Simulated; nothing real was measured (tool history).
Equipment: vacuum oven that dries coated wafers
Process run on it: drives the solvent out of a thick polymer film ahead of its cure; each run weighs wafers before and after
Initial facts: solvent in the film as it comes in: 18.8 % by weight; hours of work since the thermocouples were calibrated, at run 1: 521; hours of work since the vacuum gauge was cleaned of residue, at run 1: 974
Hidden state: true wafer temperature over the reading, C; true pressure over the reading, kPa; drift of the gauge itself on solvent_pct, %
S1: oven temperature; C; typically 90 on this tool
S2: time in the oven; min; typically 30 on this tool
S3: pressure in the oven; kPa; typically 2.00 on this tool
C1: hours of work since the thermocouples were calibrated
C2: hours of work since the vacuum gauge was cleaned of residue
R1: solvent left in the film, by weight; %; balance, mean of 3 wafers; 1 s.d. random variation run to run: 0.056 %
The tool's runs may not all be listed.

run,hour,S1,S2,S3,C1,C2,R1
1,0.0,90,30,2.00,521,974,2.50
2,30.7,105,30,2.00,544,997,1.15
3,47.4,105,30,2.00,557,1010,1.21
4,62.5,105,30,2.00,569,1022,1.14
5,94.8,83,30,2.00,593,1046,4.18
# hour 111.3: oven's thermocouples calibrated
6,112.4,83,30,2.00,1,1058,4.31
7,129.7,83,30,4.66,14,1071,7.29
8,152.2,90,30,2.00,31,1089,2.39
9,179.0,90,25,2.00,52,1109,2.90
10,194.7,90,25,2.00,64,1121,2.81
11,228.9,90,25,2.00,90,1147,2.80
12,262.6,90,25,2.00,115,1173,2.87
13,290.7,90,25,2.86,137,1194,3.73
14,314.9,90,25,2.86,155,1213,3.69
15,337.0,90,30,2.00,172,1230,2.50
16,351.4,90,30,2.00,183,1241,2.51
17,384.1,90,30,1.07,208,1266,1.67
18,403.6,90,18,2.00,223,1281,3.84
19,435.8,86,30,2.00,248,1305,3.34
20,454.4,86,30,2.00,262,1319,3.39
21,479.8,86,30,2.00,281,1339,3.50
22,511.4,86,30,2.00,306,1363,3.46
23,539.8,90,30,5.34,327,1384,5.53
24,561.1,90,36,1.12,343,1401,1.43
25,579.8,95,28,3.52,358,1415,3.15
26,600.2,95,28,3.52,373,1431,2.98
27,622.4,96,53,7.62,390,1448,5.99
28,639.1,100,43,7.62,403,1460,5.15
29,664.5,103,17,7.62,422,1480,4.72
30,692.4,90,31,2.27,444,1501,2.64
31,706.9,90,31,2.27,455,1512,2.67
32,726.6,99,30,3.93,470,1527,2.76
33,758.8,78,42,1.27,494,1552,3.84
34,789.3,105,26,7.18,518,1575,4.09
35,823.0,101,49,4.35,543,1601,2.80
36,839.3,98,20,4.35,556,1613,3.52
37,864.5,85,26,2.37,575,1632,4.42
38,895.4,93,44,3.66,599,1656,3.19
# hour 904.4: oven's thermocouples calibrated
39,917.2,86,37,3.66,10,1671,4.78
40,951.6,87,23,2.42,36,1697,4.39
41,974.0,85,30,7.81,53,1715,10.12
42,1001.0,90,26,5.30,74,1735,5.89
43,1017.8,102,42,6.56,87,1748,3.98
44,1045.0,101,40,2.00,107,1769,1.29
45,1077.3,101,25,2.00,132,1793,1.39
46,1112.0,89,30,5.16,158,1820,5.77

5 options for the next run, each taken on its own from the tool as it stands now. Forecast them:
A,1139.2,84,30,2.00,179,1841,?
B,1139.2,89,19,2.00,179,1841,?
C,1139.2,89,47,5.16,179,1841,?
D,1139.2,98,25,3.04,179,1841,?
E,1139.2,105,30,1.49,179,1841,?

run,R1
A,3.96
B,3.93
C,5.44
D,2.23
E,0.76
With the hidden condition removed and each run's random variation left untouched, the same runs would have given:
run,R1
A,3.95
B,3.92
C,5.42
D,2.22
E,0.75

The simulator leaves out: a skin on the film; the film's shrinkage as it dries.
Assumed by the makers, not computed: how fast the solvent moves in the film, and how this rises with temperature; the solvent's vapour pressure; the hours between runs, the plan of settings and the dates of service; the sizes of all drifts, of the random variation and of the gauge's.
